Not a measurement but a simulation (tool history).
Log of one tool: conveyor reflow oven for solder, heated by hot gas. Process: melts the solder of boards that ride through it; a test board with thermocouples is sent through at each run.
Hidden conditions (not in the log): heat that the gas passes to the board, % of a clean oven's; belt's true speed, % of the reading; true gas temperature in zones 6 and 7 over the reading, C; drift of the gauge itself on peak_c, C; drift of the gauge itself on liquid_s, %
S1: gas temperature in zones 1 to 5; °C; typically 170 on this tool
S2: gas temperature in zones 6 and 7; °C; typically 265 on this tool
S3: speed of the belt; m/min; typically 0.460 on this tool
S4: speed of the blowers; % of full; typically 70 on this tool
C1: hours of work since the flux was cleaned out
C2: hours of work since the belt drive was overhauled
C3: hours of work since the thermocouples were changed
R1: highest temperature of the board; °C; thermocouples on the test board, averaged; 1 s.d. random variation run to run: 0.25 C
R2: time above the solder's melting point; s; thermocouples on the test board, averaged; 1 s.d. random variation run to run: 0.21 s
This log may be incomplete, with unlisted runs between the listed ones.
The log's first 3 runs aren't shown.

run     day   S1   S2     S3  S4   C1   C2   C3     R1    R2
  4   8.125  170  265  0.469  70  160  512  312  250.3  55.7
  5  11.033  170  265  0.460  70  208  560  361  250.9  56.7
  6  14.525  170  265  0.460  70  266  619  419  250.3  56.5
  7  16.708  170  265  0.460  55  303  655  455  245.7  51.2
     17.158  -- flux residue cleaned out of gas plates and filters
  8  20.654  170  265  0.460  55   58  717  517  246.0  51.4
  9  22.225  170  265  0.460  58   84  743  544  247.3  52.8
 10  23.783  170  265  0.460  58  110  769  569  246.9  53.0
     25.988  -- belt drive overhauled, speed set with a stopwatch
 11  26.846  170  265  0.460  58  158   14  618  246.8  51.8
 12  29.604  170  265  0.396  70  204   60  663  254.0  70.0
 13  31.696  170  265  0.495  70  239   95  698  248.1  49.1
 14  35.075  170  265  0.495  70  295  151  755  247.2  49.4
     36.125  -- flux residue cleaned out of gas plates and filters
 15  38.725  170  265  0.495  70   43  208  812  248.1  50.3
 16  41.267  170  265  0.495  70   85  251  854  247.9  50.5
     43.912  -- thermocouples of zones 6 and 7 changed
 17  43.912  170  265  0.495  70  128  293    0  248.9  50.8
 18  46.767  156  265  0.473  62  176  341   47  244.8  45.2
 19  49.125  170  265  0.393  70  215  380   87  255.1  71.2
 20  51.912  170  265  0.491  70  261  426  133  248.5  50.9
 21  53.783  178  262  0.391  79  292  457  164  254.3  75.9
     55.042  -- flux residue cleaned out of gas plates and filters
 22  57.854  178  262  0.391  79   47  522  228  254.4  76.1

Predict the results of run 23:
 23  59.800  178  262  0.391  79  79  554  261   ?   ?

{"run 23": {"R1": 254.7, "R2": 75.7}}
Take away the tool's hidden state, keep the run-to-run variation as it was, and the same run would have given R1 255.5 °C, R2 75.9 s.
